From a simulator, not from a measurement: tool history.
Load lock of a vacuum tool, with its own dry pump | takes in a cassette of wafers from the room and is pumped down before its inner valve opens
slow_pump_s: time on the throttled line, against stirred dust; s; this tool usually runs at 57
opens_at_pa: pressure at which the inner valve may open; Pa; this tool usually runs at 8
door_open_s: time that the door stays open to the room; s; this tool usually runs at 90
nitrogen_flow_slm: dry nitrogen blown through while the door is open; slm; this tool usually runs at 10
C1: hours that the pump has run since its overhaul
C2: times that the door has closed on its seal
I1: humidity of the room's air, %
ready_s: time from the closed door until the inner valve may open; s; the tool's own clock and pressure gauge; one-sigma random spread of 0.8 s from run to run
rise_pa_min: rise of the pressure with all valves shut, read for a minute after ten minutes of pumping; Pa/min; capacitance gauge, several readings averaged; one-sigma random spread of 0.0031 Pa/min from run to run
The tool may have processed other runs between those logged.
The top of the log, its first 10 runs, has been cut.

Run 11, hour 1208.4: usual settings but slow_pump_s 59 s; C1 4127; C2 21274; I1 46.2. Result: ready_s 132.4 s, rise_pa_min 0.105 Pa/min.
Run 12, hour 1361.9: usual settings; C1 4280; C2 21830; I1 47.6. Result: ready_s 129.5 s, rise_pa_min 0.112 Pa/min.
Run 13, hour 1475.2: usual settings; C1 4394; C2 22240; I1 43.6. Result: ready_s 132.3 s, rise_pa_min 0.107 Pa/min.
Run 14, hour 1584.3: usual settings; C1 4503; C2 22634; I1 45.8. Result: ready_s 131.4 s, rise_pa_min 0.109 Pa/min.
Run 15, hour 1731.9: usual settings but nitrogen_flow_slm 24 slm; C1 4650; C2 23168; I1 45.1. Result: ready_s 132.2 s, rise_pa_min 0.096 Pa/min.
Run 16, hour 1852.7: usual settings; C1 4771; C2 23605; I1 44.8. Result: ready_s 131.4 s, rise_pa_min 0.115 Pa/min.
Run 17, hour 1968.2: usual settings; C1 4886; C2 24023; I1 45.2. Result: ready_s 131.4 s, rise_pa_min 0.113 Pa/min.
Run 18, hour 2093.5: usual settings; C1 5012; C2 24477; I1 45.1. Result: ready_s 132.9 s, rise_pa_min 0.113 Pa/min.
Run 19, hour 2173.6: usual settings but slow_pump_s 94 s; C1 5092; C2 24767; I1 45.1. Result: ready_s 157.6 s, rise_pa_min 0.115 Pa/min.
Run 20, hour 2245.4: usual settings but door_open_s 83 s; C1 5164; C2 25026; I1 44.5. Result: ready_s 133 s, rise_pa_min 0.113 Pa/min.
Run 21, hour 2409.2: usual settings but slow_pump_s 38 s, opens_at_pa 9 Pa, door_open_s 166 s, nitrogen_flow_slm 5 slm; C1 5327; C2 25619; I1 43.5. Result: ready_s 120.8 s, rise_pa_min 0.167 Pa/min.
Run 22, hour 2504.7: usual settings but slow_pump_s 38 s, opens_at_pa 9 Pa, door_open_s 166 s, nitrogen_flow_slm 5 slm; C1 5423; C2 25965; I1 42.9. Result: ready_s 118.6 s, rise_pa_min 0.168 Pa/min.
Run 23, hour 2630.8: usual settings but slow_pump_s 38 s, opens_at_pa 9 Pa, door_open_s 166 s, nitrogen_flow_slm 5 slm; C1 5549; C2 26421; I1 43.8. Result: ready_s 118.9 s, rise_pa_min 0.165 Pa/min.
Run 24, hour 2785.1: usual settings but opens_at_pa 10 Pa, nitrogen_flow_slm 11 slm; C1 5703; C2 26979; I1 48. Result: ready_s 132.1 s, rise_pa_min 0.127 Pa/min.
Run 25, hour 2863.7: usual settings but opens_at_pa 10 Pa, nitrogen_flow_slm 11 slm; C1 5782; C2 27264; I1 40.3. Result: ready_s 132.5 s, rise_pa_min 0.119 Pa/min.
Run 26, hour 2995.4: usual settings but slow_pump_s 75 s, opens_at_pa 10 Pa, door_open_s 25 s, nitrogen_flow_slm 11 slm; C1 5914; C2 27741; I1 50.4. Result: ready_s 144.8 s, rise_pa_min 0.104 Pa/min.
Run 27, hour 3071.1: usual settings but slow_pump_s 69 s, opens_at_pa 10 Pa, door_open_s 25 s, nitrogen_flow_slm 18 slm; C1 5989; C2 28015; I1 42.5. Result: ready_s 139.7 s, rise_pa_min 0.097 Pa/min.
Run 28, hour 3156.4: usual settings but slow_pump_s 56 s, opens_at_pa 9 Pa, nitrogen_flow_slm 4 slm; C1 6075; C2 28323; I1 45.6. Result: ready_s 131.4 s, rise_pa_min 0.154 Pa/min.
Run 29, hour 3263: usual settings but slow_pump_s 56 s, opens_at_pa 9 Pa, nitrogen_flow_slm 4 slm; C1 6181; C2 28709; I1 44.3. Result: ready_s 132 s, rise_pa_min 0.153 Pa/min.
Run 30, hour 3408.1: usual settings but slow_pump_s 111 s, door_open_s 192 s; C1 6326; C2 29234; I1 46.7. Result: ready_s 172.9 s, rise_pa_min 0.173 Pa/min.
Run 31, hour 3561.6: usual settings but slow_pump_s 111 s, opens_at_pa 13 Pa, door_open_s 192 s; C1 6480; C2 29790; I1 48. Result: ready_s 166.7 s, rise_pa_min 0.183 Pa/min.
Run 32, hour 3646.1: usual settings but slow_pump_s 111 s, opens_at_pa 13 Pa, door_open_s 192 s; C1 6564; C2 30095; I1 43.5. Result: ready_s 164.9 s, rise_pa_min 0.178 Pa/min.

Consider 3 possible next runs. They are alternatives, not a sequence: every one starts from the tool as it was left by run 32. What does each give?
Run A, hour 3800.2: usual settings but slow_pump_s 63 s, opens_at_pa 9 Pa, door_open_s 199 s; C1 6718; C2 30653; I1 46.8. Result: ready_s ?, rise_pa_min ?.
Run B, hour 3800.2: usual settings but opens_at_pa 6 Pa, door_open_s 36 s; C1 6718; C2 30653; I1 43.4. Result: ready_s ?, rise_pa_min ?.
Run C, hour 3800.2: usual settings but slow_pump_s 111 s, opens_at_pa 9 Pa, door_open_s 30 s; C1 6718; C2 30653; I1 46.6. Result: ready_s ?, rise_pa_min ?.

run  ready_s  rise_pa_min
  A    138.2        0.187
  B    139.8        0.122
  C    170.5        0.118
The same runs, with their run-to-run variation unchanged, on a tool lacking any hidden condition would have given:
run  ready_s  rise_pa_min
  A    127.3        0.097
  B    127.8        0.031
  C    161.9        0.027

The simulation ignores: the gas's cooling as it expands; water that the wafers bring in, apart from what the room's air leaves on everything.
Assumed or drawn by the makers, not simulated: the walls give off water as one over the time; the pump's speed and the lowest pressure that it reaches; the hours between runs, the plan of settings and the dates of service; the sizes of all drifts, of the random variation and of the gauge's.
